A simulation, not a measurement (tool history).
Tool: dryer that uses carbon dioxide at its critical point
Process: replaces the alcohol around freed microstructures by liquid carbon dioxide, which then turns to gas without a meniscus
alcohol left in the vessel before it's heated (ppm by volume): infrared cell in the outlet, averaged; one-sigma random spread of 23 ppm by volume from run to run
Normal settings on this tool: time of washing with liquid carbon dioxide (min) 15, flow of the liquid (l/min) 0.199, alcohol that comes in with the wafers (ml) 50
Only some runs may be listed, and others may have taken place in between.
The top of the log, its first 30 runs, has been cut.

run,hour,time of washing with liquid carbon dioxide (min),flow of the liquid (l/min),alcohol that comes in with the wafers (ml),alcohol left in the vessel before it's heated (ppm by volume)
31,1363.9,21,0.296,63,245
32,1401.5,10,0.177,39,8326
# hour 1415.2: inlet filter changed
33,1450.0,10,0.316,84,2328
34,1505.4,10,0.316,84,2662
35,1532.4,14,0.166,26,2539
# hour 1562.0: purifier's bed changed
36,1572.3,10,0.213,50,6246
37,1605.6,10,0.189,35,6027
# hour 1648.4: inlet filter changed
38,1664.4,10,0.189,35,4878
39,1717.2,16,0.275,60,314
40,1751.0,15,0.143,39,4364
41,1808.7,15,0.236,75,1466
42,1860.7,15,0.236,75,1623
# hour 1880.1: inlet filter changed
43,1905.3,13,0.197,50,2856
44,1962.7,13,0.197,50,3101

Branching from run 44: 5 alternative next runs. What would each branch give?
A,2019.8,12,0.302,32,?
B,2019.8,20,0.197,50,?
C,2019.8,13,0.197,41,?
D,2019.8,20,0.319,51,?
E,2019.8,13,0.197,68,?

run,alcohol left in the vessel before it's heated (ppm by volume)
A,572
B,591
C,2726
D,79
E,4444
With no hidden state in the tool, these same runs would have given:
run,alcohol left in the vessel before it's heated (ppm by volume)
A,386
B,392
C,2184
D,16
E,3585
